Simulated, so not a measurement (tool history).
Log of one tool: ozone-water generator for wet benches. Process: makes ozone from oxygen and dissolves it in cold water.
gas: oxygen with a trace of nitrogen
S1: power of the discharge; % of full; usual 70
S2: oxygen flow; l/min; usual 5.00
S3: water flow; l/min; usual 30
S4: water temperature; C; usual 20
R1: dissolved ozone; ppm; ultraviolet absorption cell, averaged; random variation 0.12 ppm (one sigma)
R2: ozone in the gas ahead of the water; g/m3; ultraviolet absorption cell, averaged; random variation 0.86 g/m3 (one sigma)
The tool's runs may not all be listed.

run 1 hour=0.0 | S1=70 S2=5.00 S3=30 S4=20 | R1=10.4 R2=130.5
run 2 hour=159.5 | S1=70 S2=5.00 S3=30 S4=18 | R1=10.9 R2=130.3
run 3 hour=288.1 | S1=70 S2=5.00 S3=30 S4=18 | R1=10.8 R2=129.1
run 4 hour=475.7 | S1=70 S2=5.00 S3=30 S4=18 | R1=10.5 R2=129.2
run 5 hour=573.4 | S1=70 S2=8.60 S3=30 S4=20 | R1=10.6 R2=93.8
run 6 hour=705.7 | S1=70 S2=5.00 S3=30 S4=21 | R1=10.1 R2=128.5
run 7 hour=897.6 | S1=70 S2=5.00 S3=30 S4=21 | R1=10.3 R2=127.5
run 8 hour=1055.1 | S1=70 S2=5.00 S3=22 S4=20 | R1=12.8 R2=126.7
run 9 hour=1231.9 | S1=73 S2=5.00 S3=30 S4=20 | R1=10.5 R2=130.3
run 10 hour=1397.9 | S1=73 S2=5.00 S3=30 S4=20 | R1=10.4 R2=131.0
run 11 hour=1571.7 | S1=73 S2=5.00 S3=30 S4=20 | R1=10.6 R2=129.6
run 12 hour=1745.2 | S1=73 S2=5.00 S3=30 S4=20 | R1=10.8 R2=128.8
run 13 hour=1951.8 | S1=73 S2=5.00 S3=30 S4=20 | R1=10.6 R2=129.1
run 14 hour=2142.5 | S1=73 S2=5.00 S3=30 S4=20 | R1=10.7 R2=128.9
run 15 hour=2335.9 | S1=73 S2=5.00 S3=30 S4=20 | R1=10.6 R2=127.5
run 16 hour=2525.5 | S1=70 S2=5.00 S3=30 S4=20 | R1=10.4 R2=124.8
run 17 hour=2639.9 | S1=74 S2=2.92 S3=19 S4=16 | R1=15.1 R2=170.1
run 18 hour=2777.6 | S1=74 S2=2.92 S3=19 S4=16 | R1=15.2 R2=171.1
run 19 hour=2957.1 | S1=74 S2=2.92 S3=19 S4=16 | R1=14.9 R2=171.2
run 20 hour=3104.7 | S1=93 S2=5.30 S3=19 S4=16 | R1=17.6 R2=139.4
run 21 hour=3259.2 | S1=93 S2=5.30 S3=19 S4=16 | R1=17.2 R2=136.7
run 22 hour=3425.1 | S1=93 S2=5.30 S3=19 S4=16 | R1=17.5 R2=139.1
run 23 hour=3627.9 | S1=93 S2=8.62 S3=19 S4=18 | R1=16.0 R2=104.3
run 24 hour=3728.9 | S1=77 S2=2.80 S3=24 S4=21 | R1=11.6 R2=175.5
run 25 hour=3835.7 | S1=53 S2=2.88 S3=24 S4=21 | R1=9.5 R2=137.1
run 26 hour=3935.6 | S1=53 S2=2.88 S3=24 S4=21 | R1=9.3 R2=137.4
run 27 hour=4036.3 | S1=54 S2=2.69 S3=27 S4=15 | R1=8.8 R2=146.2
run 28 hour=4130.2 | S1=90 S2=3.07 S3=21 S4=20 | R1=14.3 R2=181.1
run 29 hour=4276.7 | S1=90 S2=3.07 S3=21 S4=20 | R1=14.2 R2=179.1
run 30 hour=4469.0 | S1=70 S2=3.00 S3=21 S4=16 | R1=12.7 R2=156.4
run 31 hour=4632.3 | S1=70 S2=3.00 S3=21 S4=16 | R1=12.5 R2=156.4
run 32 hour=4785.9 | S1=90 S2=3.06 S3=35 S4=27 | R1=8.3 R2=177.1

Not shown: 2 entries that the log had between the listed runs. Between which runs, and how does the tool's hidden state differ before and after?
Between runs 10 and 11: contactor cleaned (hour 1466.7)
  yield of the discharge, % of new electrodes': 90.3 -> 90; contactor's efficiency, % of a clean one's: 90.2 -> 98.7; true water temperature over the reading, C: 0.24 -> 0.26
  measured less the result without the state, R1: -1.7 -> -1.3 ppm; R2: -14.5 -> -14.9 g/m3
Between runs 13 and 14: water thermometer calibrated (hour 1980.2)
  yield of the discharge, % of new electrodes': 89.1 -> 88.8; contactor's efficiency, % of a clean one's: 98.2 -> 98; true water temperature over the reading, C: 0.3 -> 0.04
  measured less the result without the state, R1: -1.5 -> -1.5 ppm; R2: -16.2 -> -16.7 g/m3
